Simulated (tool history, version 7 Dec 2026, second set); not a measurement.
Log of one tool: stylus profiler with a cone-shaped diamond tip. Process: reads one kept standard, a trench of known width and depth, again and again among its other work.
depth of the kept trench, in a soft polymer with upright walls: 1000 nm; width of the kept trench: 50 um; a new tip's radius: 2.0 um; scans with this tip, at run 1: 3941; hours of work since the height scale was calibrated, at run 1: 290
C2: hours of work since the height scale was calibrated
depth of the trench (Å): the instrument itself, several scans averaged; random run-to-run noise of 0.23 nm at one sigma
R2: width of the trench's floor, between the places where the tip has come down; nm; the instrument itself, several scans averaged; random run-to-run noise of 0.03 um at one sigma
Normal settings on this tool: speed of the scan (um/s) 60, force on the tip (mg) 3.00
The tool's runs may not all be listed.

{"run": 1, "hour": 0.0, "speed of the scan (um/s)": 60, "force on the tip (mg)": 3.0, "scans with this tip": 3941, "C2": 290, "depth of the trench (Å)": 10178.8, "R2": 46230}
{"run": 2, "hour": 73.2, "speed of the scan (um/s)": 60, "force on the tip (mg)": 3.0, "scans with this tip": 4531, "C2": 333, "depth of the trench (Å)": 10173.6, "R2": 46200}
{"run": 3, "hour": 206.7, "speed of the scan (um/s)": 20, "force on the tip (mg)": 3.0, "scans with this tip": 5607, "C2": 412, "depth of the trench (Å)": 10175.8, "R2": 46390}
{"run": 4, "hour": 295.1, "speed of the scan (um/s)": 50, "force on the tip (mg)": 3.0, "scans with this tip": 6320, "C2": 465, "depth of the trench (Å)": 10179.9, "R2": 46290}
{"run": 5, "hour": 413.8, "speed of the scan (um/s)": 50, "force on the tip (mg)": 3.0, "scans with this tip": 7278, "C2": 535, "depth of the trench (Å)": 10176.9, "R2": 46230}
{"run": 6, "hour": 550.9, "speed of the scan (um/s)": 50, "force on the tip (mg)": 3.0, "scans with this tip": 8384, "C2": 616, "depth of the trench (Å)": 10179.3, "R2": 46290}
{"run": 7, "hour": 679.9, "speed of the scan (um/s)": 50, "force on the tip (mg)": 3.0, "scans with this tip": 9424, "C2": 693, "depth of the trench (Å)": 10175.9, "R2": 46240}
{"run": 8, "hour": 796.3, "speed of the scan (um/s)": 21, "force on the tip (mg)": 8.19, "scans with this tip": 10363, "C2": 762, "depth of the trench (Å)": 10345.6, "R2": 46430}
{"run": 9, "hour": 860.6, "speed of the scan (um/s)": 60, "force on the tip (mg)": 6.47, "scans with this tip": 10881, "C2": 800, "depth of the trench (Å)": 10292.4, "R2": 46300}
{"run": 10, "hour": 946.6, "speed of the scan (um/s)": 47, "force on the tip (mg)": 2.35, "scans with this tip": 11575, "C2": 851, "depth of the trench (Å)": 10151.1, "R2": 46220}
{"run": 11, "hour": 1073.0, "speed of the scan (um/s)": 80, "force on the tip (mg)": 8.75, "scans with this tip": 12594, "C2": 926, "depth of the trench (Å)": 10360.7, "R2": 46290}

Each row is a separate what-if for the run after 11, all from the same tool condition, not one after another. Results?
{"run": "A", "hour": 1173.3, "speed of the scan (um/s)": 48, "force on the tip (mg)": 2.74, "scans with this tip": 13404, "C2": 986, "depth of the trench (Å)": "?", "R2": "?"}
{"run": "B", "hour": 1173.3, "speed of the scan (um/s)": 200, "force on the tip (mg)": 1.44, "scans with this tip": 13404, "C2": 986, "depth of the trench (Å)": "?", "R2": "?"}
{"run": "C", "hour": 1173.3, "speed of the scan (um/s)": 80, "force on the tip (mg)": 2.88, "scans with this tip": 13404, "C2": 986, "depth of the trench (Å)": "?", "R2": "?"}

run=A depth_of_the_trench_(Å)=10162.7 R2=46220
run=B depth_of_the_trench_(Å)=10106.4 R2=45050
run=C depth_of_the_trench_(Å)=10171.9 R2=46120
What these runs would have given with no unlogged condition in the tool:
run=A depth_of_the_trench_(Å)=10162.9 R2=46240
run=B depth_of_the_trench_(Å)=10106.6 R2=45070
run=C depth_of_the_trench_(Å)=10172.1 R2=46140

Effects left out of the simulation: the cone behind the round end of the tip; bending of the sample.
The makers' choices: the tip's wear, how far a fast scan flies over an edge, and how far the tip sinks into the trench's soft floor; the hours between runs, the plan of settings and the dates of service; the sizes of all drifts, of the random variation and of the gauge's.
